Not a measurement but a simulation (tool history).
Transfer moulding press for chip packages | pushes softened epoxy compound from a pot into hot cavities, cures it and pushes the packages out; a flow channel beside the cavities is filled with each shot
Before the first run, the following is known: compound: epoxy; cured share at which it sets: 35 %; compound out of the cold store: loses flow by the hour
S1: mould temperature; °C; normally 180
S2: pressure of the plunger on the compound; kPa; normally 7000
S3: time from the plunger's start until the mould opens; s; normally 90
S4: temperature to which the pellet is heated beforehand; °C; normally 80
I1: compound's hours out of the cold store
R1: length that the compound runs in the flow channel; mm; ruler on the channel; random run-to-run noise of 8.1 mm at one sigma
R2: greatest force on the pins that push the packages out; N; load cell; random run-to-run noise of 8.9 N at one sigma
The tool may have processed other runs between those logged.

run,hour,S1,S2,S3,S4,I1,R1,R2
1,0.0,180,7000,90,80,31.0,826,547
# hour 13.5: cavities cleaned with cleaning compound and waxed
2,23.6,180,7000,90,80,30.2,826,434
3,43.5,180,7000,90,80,38.3,787,497
4,62.1,180,7000,90,80,11.9,912,541
# hour 69.5: plunger's sealing rings changed
5,99.5,180,7000,90,80,30.3,894,574
# hour 104.6: cavities cleaned with cleaning compound and waxed
6,129.0,180,7000,90,80,41.6,837,455
7,162.8,180,7000,90,80,33.6,866,516
# hour 194.2: cavities cleaned with cleaning compound and waxed
8,196.1,180,7000,123,80,21.6,914,372
9,224.5,180,7000,123,80,8.6,1006,420
10,259.2,176,7490,73,78,11.2,1002,1057
# hour 285.8: cavities cleaned with cleaning compound and waxed
11,287.1,176,7490,73,78,30.8,892,701
12,324.9,176,7490,73,78,24.5,922,873
13,349.3,176,7490,114,80,11.0,985,521
14,370.7,176,7830,74,72,20.3,953,999
# hour 374.8: cavities cleaned with cleaning compound and waxed
15,401.6,176,7830,74,74,14.3,987,919
16,428.1,180,7000,79,80,33.3,815,608
17,452.0,184,6470,91,73,45.7,719,496
# hour 463.5: cavities cleaned with cleaning compound and waxed
18,489.2,184,6470,89,73,20.3,822,440

Here are 3 independent what-if runs from the current tool condition. What would each one return?
A,514.8,184,6470,89,86,46.7,?,?
B,514.8,180,5560,90,80,23.9,?,?
C,514.8,180,7000,92,80,42.6,?,?

run,R1,R2
A,699,475
B,753,530
C,758,513
Without the tool's unlogged condition, the same runs would have read:
run,R1,R2
A,769,364
B,829,408
C,834,396
